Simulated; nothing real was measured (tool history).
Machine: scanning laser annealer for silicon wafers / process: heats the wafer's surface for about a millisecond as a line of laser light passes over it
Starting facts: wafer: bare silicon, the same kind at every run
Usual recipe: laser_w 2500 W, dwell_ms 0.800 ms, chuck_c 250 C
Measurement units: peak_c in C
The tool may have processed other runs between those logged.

run,hour,laser_w,dwell_ms,chuck_c,peak_c
1,0.0,2500,0.800,250,1058
2,6.5,2500,0.800,250,1060
3,11.7,2500,0.800,250,1052
4,19.6,2666,0.800,250,1118
5,24.3,2500,0.800,250,1053
6,31.4,2500,0.800,250,1056
7,36.4,2500,0.800,250,1056
8,43.3,2500,0.800,250,1056
9,53.3,2500,0.800,250,1056
10,60.6,2500,0.800,250,1054
11,68.6,2500,0.800,250,1056
12,74.6,2500,0.800,250,1054
13,81.3,2500,0.800,250,1052
14,85.6,2500,0.800,250,1052
15,95.7,2500,0.800,250,1055
16,103.2,2500,0.800,250,1051
17,112.6,2500,0.746,250,1025
18,122.9,2625,0.645,272,1036
# hour 126.7: laser's power meter calibrated
19,130.2,2625,0.645,272,1038
20,137.6,2482,0.610,250,948
21,147.6,2482,0.610,250,946
22,156.6,2301,0.943,256,1038
# hour 162.4: laser's power meter calibrated, once more
23,168.7,2301,0.943,256,1035
24,176.7,2301,0.943,261,1041
25,184.6,2238,0.800,243,942
26,190.2,2238,0.628,213,837
27,194.4,2267,0.796,213,922
28,204.5,2607,0.795,216,1045
29,213.0,2364,0.800,250,992
30,222.9,2500,0.869,223,1044
31,233.2,2592,0.581,259,967
32,243.6,2468,0.910,250,1080

Subtracting, for every run, the result it would have given without the tool's unlogged condition from the measured result gives the following. The same run-to-run variation enters both numbers; the gauge's scatter may not:
Hidden conditions of the tool in this case: light that passes the window, % of a clean one's; laser's true power over the reading, %; width of the line over the set one, %; drift of the gauge itself on peak_c, C.
run,peak_c
1,-25
2,-25
3,-26
4,-28
5,-27
6,-27
7,-27
8,-27
9,-28
10,-29
11,-29
12,-30
13,-31
14,-31
15,-31
16,-32
17,-32
18,-31
19,-32
20,-29
21,-30
22,-34
23,-37
24,-38
25,-34
26,-31
27,-35
28,-42
29,-38
30,-43
31,-38
32,-45

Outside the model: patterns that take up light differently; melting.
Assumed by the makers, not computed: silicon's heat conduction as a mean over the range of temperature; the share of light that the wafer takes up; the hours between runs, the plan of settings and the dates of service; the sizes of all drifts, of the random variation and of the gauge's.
